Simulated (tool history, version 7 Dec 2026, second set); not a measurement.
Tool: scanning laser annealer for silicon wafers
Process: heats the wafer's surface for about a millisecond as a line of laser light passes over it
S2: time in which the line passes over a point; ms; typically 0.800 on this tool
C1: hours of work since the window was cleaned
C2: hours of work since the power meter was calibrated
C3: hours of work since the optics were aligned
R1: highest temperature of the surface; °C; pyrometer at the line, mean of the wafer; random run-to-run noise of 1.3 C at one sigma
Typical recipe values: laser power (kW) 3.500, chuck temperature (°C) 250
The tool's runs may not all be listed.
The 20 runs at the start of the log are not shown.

run 21 hour=130.4 | laser_power_(kW)=3.751 S2=0.603 chuck_temperature_(°C)=262 | C1=91 C2=226 C3=419 | R1=961
run 22 hour=136.4 | laser_power_(kW)=3.751 S2=0.603 chuck_temperature_(°C)=262 | C1=95 C2=230 C3=422 | R1=957
-- hour=140.0 laser's power meter calibrated
run 23 hour=147.6 | laser_power_(kW)=3.751 S2=0.603 chuck_temperature_(°C)=262 | C1=100 C2=5 C3=428 | R1=958
run 24 hour=154.3 | laser_power_(kW)=3.500 S2=0.944 chuck_temperature_(°C)=250 | C1=104 C2=9 C3=432 | R1=1064
run 25 hour=162.3 | laser_power_(kW)=3.500 S2=0.944 chuck_temperature_(°C)=250 | C1=109 C2=14 C3=437 | R1=1063
-- hour=169.2 laser's power meter calibrated, once more
run 26 hour=170.8 | laser_power_(kW)=3.500 S2=0.944 chuck_temperature_(°C)=250 | C1=113 C2=1 C3=440 | R1=1062
run 27 hour=176.5 | laser_power_(kW)=3.040 S2=0.800 chuck_temperature_(°C)=267 | C1=116 C2=5 C3=444 | R1=917
run 28 hour=184.7 | laser_power_(kW)=3.709 S2=0.800 chuck_temperature_(°C)=211 | C1=121 C2=10 C3=449 | R1=1005
run 29 hour=189.6 | laser_power_(kW)=3.746 S2=0.966 chuck_temperature_(°C)=253 | C1=124 C2=13 C3=452 | R1=1136
run 30 hour=195.1 | laser_power_(kW)=3.746 S2=0.966 chuck_temperature_(°C)=253 | C1=128 C2=16 C3=456 | R1=1134
run 31 hour=202.5 | laser_power_(kW)=3.623 S2=0.693 chuck_temperature_(°C)=214 | C1=133 C2=21 C3=460 | R1=934
run 32 hour=206.4 | laser_power_(kW)=3.623 S2=0.693 chuck_temperature_(°C)=214 | C1=135 C2=23 C3=463 | R1=936
run 33 hour=211.0 | laser_power_(kW)=3.796 S2=0.626 chuck_temperature_(°C)=210 | C1=138 C2=26 C3=466 | R1=928
run 34 hour=215.6 | laser_power_(kW)=3.796 S2=0.806 chuck_temperature_(°C)=212 | C1=141 C2=29 C3=468 | R1=1028
run 35 hour=220.1 | laser_power_(kW)=3.583 S2=0.874 chuck_temperature_(°C)=212 | C1=144 C2=32 C3=471 | R1=1013
run 36 hour=226.6 | laser_power_(kW)=3.350 S2=0.654 chuck_temperature_(°C)=248 | C1=148 C2=36 C3=475 | R1=895
run 37 hour=233.5 | laser_power_(kW)=2.988 S2=0.877 chuck_temperature_(°C)=225 | C1=152 C2=41 C3=480 | R1=894
run 38 hour=237.7 | laser_power_(kW)=3.668 S2=0.877 chuck_temperature_(°C)=225 | C1=155 C2=43 C3=482 | R1=1044
run 39 hour=246.6 | laser_power_(kW)=3.779 S2=0.800 chuck_temperature_(°C)=239 | C1=160 C2=49 C3=488 | R1=1045
run 40 hour=250.7 | laser_power_(kW)=3.070 S2=0.580 chuck_temperature_(°C)=243 | C1=163 C2=51 C3=491 | R1=802

Consider 4 possible next runs. They are alternatives, not a sequence: every one starts from the tool as it was left by run 40. What does each give?
run A hour=254.9 | laser_power_(kW)=3.643 S2=0.604 chuck_temperature_(°C)=250 | C1=166 C2=54 C3=493 | R1=?
run B hour=254.9 | laser_power_(kW)=3.295 S2=0.680 chuck_temperature_(°C)=262 | C1=166 C2=54 C3=493 | R1=?
run C hour=254.9 | laser_power_(kW)=3.070 S2=0.595 chuck_temperature_(°C)=243 | C1=166 C2=54 C3=493 | R1=?
run D hour=254.9 | laser_power_(kW)=3.070 S2=0.580 chuck_temperature_(°C)=274 | C1=166 C2=54 C3=493 | R1=?

run=A R1=926
run=B R1=910
run=C R1=805
run=D R1=832
Take away the tool's hidden state, keep each run's random variation, and the runs would have read:
run=A R1=943
run=B R1=926
run=C R1=819
run=D R1=846

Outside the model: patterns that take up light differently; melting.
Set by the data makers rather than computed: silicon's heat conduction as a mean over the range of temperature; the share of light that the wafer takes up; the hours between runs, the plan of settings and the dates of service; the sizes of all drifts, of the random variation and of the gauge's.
